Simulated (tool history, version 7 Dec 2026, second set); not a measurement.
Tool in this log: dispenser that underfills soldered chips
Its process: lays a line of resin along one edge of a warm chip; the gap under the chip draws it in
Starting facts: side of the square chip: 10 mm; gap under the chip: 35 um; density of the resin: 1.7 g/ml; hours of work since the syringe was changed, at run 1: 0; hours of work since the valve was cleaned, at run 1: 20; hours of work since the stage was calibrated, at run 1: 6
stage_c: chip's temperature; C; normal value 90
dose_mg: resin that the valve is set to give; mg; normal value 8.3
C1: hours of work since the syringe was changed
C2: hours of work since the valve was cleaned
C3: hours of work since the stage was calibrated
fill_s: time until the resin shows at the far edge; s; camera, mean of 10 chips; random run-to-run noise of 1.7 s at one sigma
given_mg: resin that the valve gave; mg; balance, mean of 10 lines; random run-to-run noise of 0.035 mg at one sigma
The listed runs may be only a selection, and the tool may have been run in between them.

run 1 hour=0 | stage_c=90 dose_mg=8.3 | C1=0 C2=20 C3=6 | fill_s=179 given_mg=8.2
run 2 hour=4.1 | stage_c=90 dose_mg=8.3 | C1=2 C2=23 C3=8 | fill_s=202.8 given_mg=8.21
run 3 hour=7.1 | stage_c=90 dose_mg=8.3 | C1=4 C2=25 C3=10 | fill_s=234.6 given_mg=8.17
-- hour=9.6 new syringe of resin
run 4 hour=12.8 | stage_c=90 dose_mg=8.3 | C1=2 C2=28 C3=13 | fill_s=201.1 given_mg=8.17
run 5 hour=15.5 | stage_c=90 dose_mg=8.3 | C1=4 C2=30 C3=15 | fill_s=222.5 given_mg=8.15
-- hour=19.3 new syringe of resin
run 6 hour=21.3 | stage_c=90 dose_mg=8.3 | C1=1 C2=33 C3=18 | fill_s=191.5 given_mg=8.16
run 7 hour=24.3 | stage_c=90 dose_mg=8.3 | C1=3 C2=35 C3=20 | fill_s=211.8 given_mg=8.13
-- hour=28.8 new syringe of resin
run 8 hour=30.4 | stage_c=90 dose_mg=8.3 | C1=1 C2=38 C3=24 | fill_s=189 given_mg=8.16
run 9 hour=33.4 | stage_c=90 dose_mg=8.3 | C1=3 C2=40 C3=25 | fill_s=214.3 given_mg=8.08
-- hour=38.3 new syringe of resin
run 10 hour=39.4 | stage_c=90 dose_mg=8.3 | C1=1 C2=43 C3=29 | fill_s=185.2 given_mg=8.13
run 11 hour=43.3 | stage_c=92 dose_mg=8.3 | C1=3 C2=46 C3=31 | fill_s=201.7 given_mg=8.08
-- hour=47.9 new syringe of resin
run 12 hour=49.5 | stage_c=92 dose_mg=8.3 | C1=1 C2=49 C3=35 | fill_s=169.9 given_mg=7.97
run 13 hour=53.6 | stage_c=92 dose_mg=8.3 | C1=3 C2=52 C3=37 | fill_s=199.3 given_mg=8.05
-- hour=57.5 new syringe of resin
run 14 hour=58.7 | stage_c=90 dose_mg=9.87 | C1=1 C2=55 C3=40 | fill_s=177.1 given_mg=9.51
run 15 hour=61.5 | stage_c=90 dose_mg=9.87 | C1=2 C2=56 C3=42 | fill_s=194.7 given_mg=9.53
run 16 hour=65.6 | stage_c=90 dose_mg=9.87 | C1=5 C2=59 C3=44 | fill_s=232.9 given_mg=9.48
-- hour=66.9 new syringe of resin
run 17 hour=69.5 | stage_c=90 dose_mg=9.87 | C1=2 C2=61 C3=46 | fill_s=188.8 given_mg=9.44
run 18 hour=73.5 | stage_c=90 dose_mg=8.3 | C1=4 C2=63 C3=49 | fill_s=234.4 given_mg=7.93
-- hour=76.3 new syringe of resin
run 19 hour=77.5 | stage_c=90 dose_mg=8.3 | C1=1 C2=66 C3=51 | fill_s=182.9 given_mg=7.94
run 20 hour=81.6 | stage_c=90 dose_mg=8.3 | C1=3 C2=68 C3=53 | fill_s=216.8 given_mg=7.94
-- hour=85.8 new syringe of resin
run 21 hour=86.9 | stage_c=102 dose_mg=9.66 | C1=1 C2=71 C3=56 | fill_s=108.6 given_mg=9.2
run 22 hour=91.9 | stage_c=102 dose_mg=9.66 | C1=4 C2=74 C3=59 | fill_s=131.5 given_mg=9.22
-- hour=95.4 new syringe of resin
run 23 hour=97 | stage_c=102 dose_mg=9.66 | C1=1 C2=77 C3=62 | fill_s=110.3 given_mg=9.24
run 24 hour=102.2 | stage_c=103 dose_mg=10.3 | C1=4 C2=80 C3=66 | fill_s=129.9 given_mg=9.77
-- hour=104.8 new syringe of resin
run 25 hour=105.3 | stage_c=88 dose_mg=7.12 | C1=0 C2=82 C3=67 | fill_s=208.1 given_mg=6.79
run 26 hour=109.8 | stage_c=93 dose_mg=9.83 | C1=3 C2=84 C3=70 | fill_s=185.5 given_mg=9.26
run 27 hour=112.3 | stage_c=101 dose_mg=8.3 | C1=5 C2=86 C3=71 | fill_s=148.1 given_mg=7.79
-- hour=114.4 new syringe of resin
run 28 hour=116.8 | stage_c=105 dose_mg=7.58 | C1=1 C2=89 C3=74 | fill_s=105.5 given_mg=7.15
run 29 hour=122.3 | stage_c=91 dose_mg=7.7 | C1=5 C2=92 C3=77 | fill_s=240.6 given_mg=7.24
-- hour=123.9 new syringe of resin
run 30 hour=126.8 | stage_c=87 dose_mg=9.02 | C1=2 C2=94 C3=80 | fill_s=218.8 given_mg=8.49
run 31 hour=129.3 | stage_c=97 dose_mg=7.78 | C1=3 C2=96 C3=81 | fill_s=166.3 given_mg=7.34
-- hour=133.2 new syringe of resin
run 32 hour=133.4 | stage_c=98 dose_mg=7.78 | C1=0 C2=98 C3=84 | fill_s=126.8 given_mg=7.24
run 33 hour=136.1 | stage_c=90 dose_mg=8.98 | C1=2 C2=100 C3=85 | fill_s=188.7 given_mg=8.42
run 34 hour=142 | stage_c=90 dose_mg=8.98 | C1=5 C2=103 C3=89 | fill_s=236.8 given_mg=8.33
-- hour=142.7 new syringe of resin
-- hour=145.3 dispensing valve cleaned and set on the balance
run 35 hour=146.1 | stage_c=90 dose_mg=8.98 | C1=1 C2=0 C3=90 | fill_s=188.1 given_mg=8.94
run 36 hour=150.8 | stage_c=89 dose_mg=8.3 | C1=4 C2=3 C3=93 | fill_s=241.4 given_mg=8.33
-- hour=153.2 new syringe of resin
run 37 hour=155.9 | stage_c=86 dose_mg=8.71 | C1=2 C2=6 C3=96 | fill_s=221.6 given_mg=8.71

Here are 3 independent what-if runs from the current tool condition. What would each one return?
run A hour=158.8 | stage_c=86 dose_mg=7.4 | C1=3 C2=8 C3=98 | fill_s=? given_mg=?
run B hour=158.8 | stage_c=80 dose_mg=7.79 | C1=3 C2=8 C3=98 | fill_s=? given_mg=?
run C hour=158.8 | stage_c=75 dose_mg=7.55 | C1=3 C2=8 C3=98 | fill_s=? given_mg=?

run=A fill_s=254.4 given_mg=7.38
run=B fill_s=334.1 given_mg=7.7
run=C fill_s=417.4 given_mg=7.5
The same runs, with their run-to-run variation unchanged, on a tool lacking any hidden condition would have given:
run=A fill_s=209.4 given_mg=7.41
run=B fill_s=275.1 given_mg=7.73
run=C fill_s=343.8 given_mg=7.53
